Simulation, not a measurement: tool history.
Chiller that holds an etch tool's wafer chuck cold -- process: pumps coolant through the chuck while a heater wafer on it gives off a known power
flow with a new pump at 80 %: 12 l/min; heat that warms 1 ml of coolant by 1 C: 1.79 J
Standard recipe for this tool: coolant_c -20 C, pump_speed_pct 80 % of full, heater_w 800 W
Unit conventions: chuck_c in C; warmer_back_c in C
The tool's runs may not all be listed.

run   hour  coolant_c  pump_speed_pct  heater_w  chuck_c  warmer_back_c
  1      0        -20              80       800    -13.9           2.24
  2   25.5        -20              80       715   -14.71           2.02
  3   64.5        -20              80       715   -14.75           1.98
  4   94.2        -20              80       715   -14.64           1.98
  5  134.9        -20              80       715   -14.83           1.97
  6  194.4        -20              80       715   -14.56           1.97
  7  253.1        -20              80       715   -14.76           1.98
  8  298.3        -20              80       715   -14.55           1.98
  9  354.1        -20              80       715   -14.33              2
 10    404        -20              79       715   -14.52           2.03
 11  462.4        -20              99       715   -15.38           1.58
 12    522        -20              80       452   -16.47           1.32
 13    555        -20              61       452    -15.5            1.7
 14  598.6        -20              61       452   -15.49            1.7
 15    632        -20              85       800   -14.14           2.08
 16  660.6        -26              74       453   -22.15           1.38
 17  717.9        -30              68       898   -22.08           2.99
 18  769.6        -20              92      1081    -12.4           2.56
 19  829.2        -20              92      1081   -12.48           2.56
 20  889.2        -20              92       619   -15.66           1.49

Run 21 is up next; what results do you expect?
 21   943        -20              92       619        ?              ?

chuck_c: -15.38 C
warmer_back_c: 1.46 C
Take away the tool's hidden state, keep the run-to-run variation as it was, and the same run would have given chuck_c -15.8 C, warmer_back_c 1.46 C.
